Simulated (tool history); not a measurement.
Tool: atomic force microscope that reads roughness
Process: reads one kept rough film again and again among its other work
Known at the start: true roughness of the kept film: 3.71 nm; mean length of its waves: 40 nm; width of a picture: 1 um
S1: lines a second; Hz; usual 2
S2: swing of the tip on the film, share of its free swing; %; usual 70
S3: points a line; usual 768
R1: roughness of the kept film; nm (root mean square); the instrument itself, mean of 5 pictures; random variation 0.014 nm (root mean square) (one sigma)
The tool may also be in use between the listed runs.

{"run": 1, "hour": 0.0, "S1": 2, "S2": 70, "S3": 768, "R1": 3.148}
{"run": 2, "hour": 8.9, "S1": 2, "S2": 70, "S3": 768, "R1": 3.109}
{"run": 3, "hour": 19.0, "S1": 2, "S2": 70, "S3": 768, "R1": 3.072}
{"run": 4, "hour": 28.5, "S1": 2, "S2": 70, "S3": 300, "R1": 3.039}
{"run": 5, "hour": 39.2, "S1": 3.89, "S2": 70, "S3": 768, "R1": 2.874}
{"run": 6, "hour": 49.7, "S1": 3.89, "S2": 70, "S3": 768, "R1": 2.863}
{"run": 7, "hour": 62.0, "S1": 3.89, "S2": 70, "S3": 768, "R1": 2.817}
{"run": 8, "hour": 72.2, "S1": 2, "S2": 70, "S3": 511, "R1": 2.888}
{"run": 9, "hour": 82.7, "S1": 2, "S2": 70, "S3": 511, "R1": 2.892}
{"run": 10, "hour": 94.7, "S1": 2, "S2": 70, "S3": 511, "R1": 2.838}
{"run": 11, "hour": 100.6, "S1": 2, "S2": 70, "S3": 511, "R1": 2.822}
{"run": 12, "hour": 107.6, "S1": 2, "S2": 70, "S3": 511, "R1": 2.823}
{"run": 13, "hour": 115.9, "S1": 0.56, "S2": 68, "S3": 573, "R1": 2.881}
{"run": 14, "hour": 126.7, "S1": 2.79, "S2": 73, "S3": 272, "R1": 2.643}
{"run": 15, "hour": 132.8, "S1": 2.79, "S2": 73, "S3": 272, "R1": 2.617}

The next listed run, before its measurement:
{"run": 16, "hour": 140.1, "S1": 1.34, "S2": 67, "S3": 750, "R1": "?"}

{"run 16": {"R1": 2.756}}
Without the tool's hidden state the same run would have given R1 3.286 nm (root mean square).

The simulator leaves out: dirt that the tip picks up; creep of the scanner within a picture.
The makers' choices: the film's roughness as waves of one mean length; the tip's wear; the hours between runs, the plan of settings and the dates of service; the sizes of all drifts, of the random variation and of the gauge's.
